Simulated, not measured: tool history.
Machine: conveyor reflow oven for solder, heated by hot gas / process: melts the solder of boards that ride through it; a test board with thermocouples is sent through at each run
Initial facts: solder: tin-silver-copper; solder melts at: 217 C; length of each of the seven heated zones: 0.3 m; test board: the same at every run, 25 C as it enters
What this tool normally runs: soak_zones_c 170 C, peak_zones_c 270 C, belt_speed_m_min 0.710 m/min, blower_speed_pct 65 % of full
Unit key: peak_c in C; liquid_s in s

run,hour,soak_zones_c,peak_zones_c,belt_speed_m_min,blower_speed_pct,peak_c,liquid_s
1,0.0,170,270,0.710,65,252.5,37.1
2,8.5,170,270,0.710,65,252.3,37.4
3,13.7,170,270,0.710,65,252.5,37.1
4,20.2,170,270,0.710,65,252.3,37.7
5,27.9,170,270,0.710,65,252.5,37.6
6,34.8,170,270,0.710,65,252.4,37.4
7,42.2,170,270,0.710,65,252.5,37.6
8,46.9,170,270,0.710,65,252.5,37.4
9,53.7,170,270,0.710,65,252.1,37.3
10,62.7,170,270,0.710,65,252.3,36.7
11,70.0,170,270,0.710,65,252.0,37.2
12,80.3,158,270,0.710,65,249.4,33.7
13,86.9,158,270,0.710,65,250.1,33.7
14,94.0,170,270,0.587,65,258.1,48.9
15,101.5,170,277,0.587,65,264.4,52.1
16,112.5,170,281,0.587,65,268.0,53.9
17,121.4,170,281,0.587,65,268.3,53.3
18,129.5,180,270,0.710,65,253.5,40.3
19,138.4,163,270,0.710,62,250.2,34.1
20,149.6,166,270,0.781,65,247.5,30.0
21,160.4,171,261,0.639,57,245.0,38.0
22,170.1,158,270,0.710,62,248.4,32.9
23,177.7,158,270,0.710,62,248.4,32.9
24,182.7,158,270,0.710,62,249.1,32.7
25,193.6,158,267,0.710,62,246.2,31.2
26,198.8,158,267,0.710,62,245.9,31.0
27,207.0,165,272,0.605,65,258.6,46.3
28,211.9,165,272,0.605,65,258.1,46.5
29,216.8,170,271,0.778,75,252.5,34.4
30,223.4,170,271,0.778,75,252.0,34.5

Below, some changes in peak_c between adjacent runs. For each, the amount present without the hidden state too (settings, incoming material, random variation) and the amount remaining for the hidden state with gauge scatter not shared by both compared results:
Hidden state present: heat that the gas passes to the board, % of a clean oven's; belt's true speed, % of the reading; true gas temperature in zones 6 and 7 over the reading, C; drift of the gauge itself on peak_c, C; drift of the gauge itself on liquid_s, %.
Run 13 -> 14: soak_zones_c 158 -> 170, belt_speed_m_min 0.710 -> 0.587. peak_c +8.0 C: hidden state +0.4, all else +7.6.
Run 17 -> 18: soak_zones_c 170 -> 180, peak_zones_c 281 -> 270, belt_speed_m_min 0.587 -> 0.710. peak_c -14.8 C: hidden state -0.2, all else -14.6.
Run 20 -> 21: soak_zones_c 166 -> 171, peak_zones_c 270 -> 261, belt_speed_m_min 0.781 -> 0.639, blower_speed_pct 65 -> 57. peak_c -2.5 C: hidden state +0.5, all else -3.0.
Run 26 -> 27: soak_zones_c 158 -> 165, peak_zones_c 267 -> 272, belt_speed_m_min 0.710 -> 0.605, blower_speed_pct 62 -> 65. peak_c +12.7 C: hidden state +0.4, all else +12.3.
Run 28 -> 29: soak_zones_c 165 -> 170, peak_zones_c 272 -> 271, belt_speed_m_min 0.605 -> 0.778, blower_speed_pct 65 -> 75. peak_c -5.6 C: hidden state -0.6, all else -5.0.
